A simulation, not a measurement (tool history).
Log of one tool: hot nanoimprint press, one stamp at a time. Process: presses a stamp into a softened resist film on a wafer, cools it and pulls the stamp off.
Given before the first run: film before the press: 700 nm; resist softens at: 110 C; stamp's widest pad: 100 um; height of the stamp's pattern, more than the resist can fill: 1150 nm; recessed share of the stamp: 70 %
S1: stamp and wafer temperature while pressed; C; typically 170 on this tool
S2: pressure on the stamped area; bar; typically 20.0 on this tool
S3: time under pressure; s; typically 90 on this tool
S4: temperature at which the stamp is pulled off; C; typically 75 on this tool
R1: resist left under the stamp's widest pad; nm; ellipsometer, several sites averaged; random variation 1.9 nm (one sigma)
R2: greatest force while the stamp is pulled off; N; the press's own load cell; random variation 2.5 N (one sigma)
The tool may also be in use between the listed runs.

Run 1, hour 0.0: usual settings. Result: R1 370.4 nm, R2 116 N.
Run 2, hour 14.5: usual settings. Result: R1 372.7 nm, R2 116 N.
Run 3, hour 25.0: usual settings. Result: R1 364.5 nm, R2 109 N.
Run 4, hour 34.9: usual settings. Result: R1 369.8 nm, R2 115 N.
Run 5, hour 42.8: usual settings. Result: R1 370.6 nm, R2 117 N.
Run 6, hour 63.4: usual settings. Result: R1 363.7 nm, R2 112 N.
Run 7, hour 76.4: usual settings but S4 79 C. Result: R1 369.5 nm, R2 106 N.
Run 8, hour 92.6: usual settings but S4 79 C. Result: R1 367.2 nm, R2 109 N.
Run 9, hour 110.0: usual settings but S4 79 C. Result: R1 366.0 nm, R2 107 N.
Run 10, hour 121.5: usual settings but S4 79 C. Result: R1 362.5 nm, R2 109 N.
Run 11, hour 135.6: usual settings but S4 79 C. Result: R1 364.2 nm, R2 107 N.
Run 12, hour 144.2: usual settings but S4 79 C. Result: R1 363.6 nm, R2 109 N.
Run 13, hour 155.8: usual settings but S4 79 C. Result: R1 364.8 nm, R2 108 N.
Run 14, hour 165.0: usual settings but S4 78 C. Result: R1 362.7 nm, R2 111 N.
Run 15, hour 175.6: usual settings but S2 30.1 bar, S4 67 C. Result: R1 306.5 nm, R2 131 N.
Run 16, hour 184.9: usual settings but S2 30.5 bar, S4 74 C. Result: R1 312.4 nm, R2 113 N.
Run 17, hour 195.0: usual settings but S1 179 C, S2 15.7 bar, S3 52 s, S4 82 C. Result: R1 365.8 nm, R2 104 N.
Run 18, hour 213.0: usual settings but S1 179 C, S2 15.7 bar, S3 52 s, S4 82 C. Result: R1 363.9 nm, R2 100 N.
Run 19, hour 225.9: usual settings but S1 179 C, S2 15.7 bar, S3 52 s, S4 82 C. Result: R1 366.6 nm, R2 100 N.
Run 20, hour 241.1: usual settings but S1 182 C, S2 24.6 bar, S3 114 s, S4 63 C. Result: R1 195.3 nm, R2 133 N.
Run 21, hour 258.8: usual settings but S1 182 C, S2 24.6 bar, S3 114 s, S4 63 C. Result: R1 197.1 nm, R2 139 N.
Run 22, hour 266.9: usual settings but S1 175 C, S2 27.6 bar, S3 178 s, S4 71 C. Result: R1 198.6 nm, R2 124 N.
Run 23, hour 284.8: usual settings but S1 180 C, S3 46 s. Result: R1 335.2 nm, R2 112 N.
Run 24, hour 297.1: usual settings but S1 180 C, S3 46 s. Result: R1 334.3 nm, R2 114 N.
Run 25, hour 313.1: usual settings but S1 180 C, S3 46 s. Result: R1 331.0 nm, R2 118 N.
Run 26, hour 321.3: usual settings but S2 13.7 bar. Result: R1 414.3 nm, R2 116 N.

Between the runs listed above, the log contained 2 entries, not reproduced here. Where in the sequence does each belong, and how does what the log doesn't record of the tool's condition differ from the listed run before to the listed run after?
Logged between run 5 and run 6: stamp cleaned and given a new release coat (hour 52.2)
  pressure that arrives at the usual setting, %: 99.99 -> 99.98; grip of the stamp's worn release coat, % over a new coat's: 1.4 -> 0; drift of the gauge itself on residual_nm, %: -0.68 -> -0.92
  difference, measured minus the result without the unlogged condition, R1: -2.5 -> -3.3 nm
Logged between run 15 and run 16: gauge calibrated (hour 181.0)
  grip of the stamp's worn release coat, % over a new coat's: 0.3 -> 0.4; drift of the gauge itself on residual_nm, %: -2.71 -> -0.06
  difference, measured minus the result without the unlogged condition, R1: -8.4 -> +0.0 nm
